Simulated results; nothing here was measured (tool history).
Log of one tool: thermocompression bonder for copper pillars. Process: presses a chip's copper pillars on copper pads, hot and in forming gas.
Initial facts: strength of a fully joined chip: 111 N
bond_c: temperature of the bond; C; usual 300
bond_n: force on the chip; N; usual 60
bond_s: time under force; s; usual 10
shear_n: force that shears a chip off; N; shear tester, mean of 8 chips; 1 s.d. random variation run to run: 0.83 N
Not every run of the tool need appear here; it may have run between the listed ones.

run	hour	bond_c	bond_n	bond_s	shear_n
1	0.0	300	60	10	59.2
2	37.9	300	60	10	58.6
3	58.0	300	60	10	58.1
4	81.1	300	60	10	58.5
# hour 108.2: forming gas filter changed
5	108.2	300	60	10	65.9
6	141.4	300	60	10	64.7
7	179.9	300	60	10	63.7
8	202.5	300	67	10	67.2
9	226.1	300	67	10	66.5
10	259.2	292	60	10	58.3
11	298.1	300	60	10	63.6
12	321.0	300	60	10	60.4
# hour 326.1: heater calibrated with a thermocouple chip
13	361.4	300	60	10	61.0
14	383.8	300	60	10	60.3
15	424.0	300	60	10	58.5
16	451.4	300	60	10	58.3
17	481.1	300	60	24	74.2
18	510.7	300	60	10	56.7
19	532.8	300	60	10	58.5
# hour 544.3: heater calibrated with a thermocouple chip, once more
20	575.7	300	60	10	59.7
21	596.2	300	60	10	58.5
22	622.2	286	86	18	72.1
23	646.9	321	37	10	51.7
24	668.0	321	37	10	53.1
25	693.0	321	37	10	52.5
26	714.7	281	62	16	58.3
27	752.9	281	62	16	57.8
28	780.6	281	62	16	57.2
29	800.0	300	37	10	42.5
30	828.1	300	37	10	42.5
# hour 831.8: forming gas filter changed
31	870.0	300	88	10	74.0
32	895.3	301	60	19	74.3
33	932.1	311	57	6	54.3
34	955.9	300	58	17	71.6
35	988.8	309	79	17	84.5
36	1018.6	309	79	17	84.4
37	1055.2	295	60	23	73.4
38	1073.6	295	60	23	72.9
39	1106.4	305	54	10	57.3

Alternative continuations, all from the tool just after run 39; predict every row:
A	1129.9	297	54	10	?
B	1129.9	300	54	5	?
C	1129.9	305	54	10	?
D	1129.9	300	60	24	?

run	shear_n
A	54.0
B	42.0
C	57.4
D	75.5
What these runs would have given with no unlogged condition in the tool:
run	shear_n
A	61.4
B	48.1
C	65.0
D	83.9
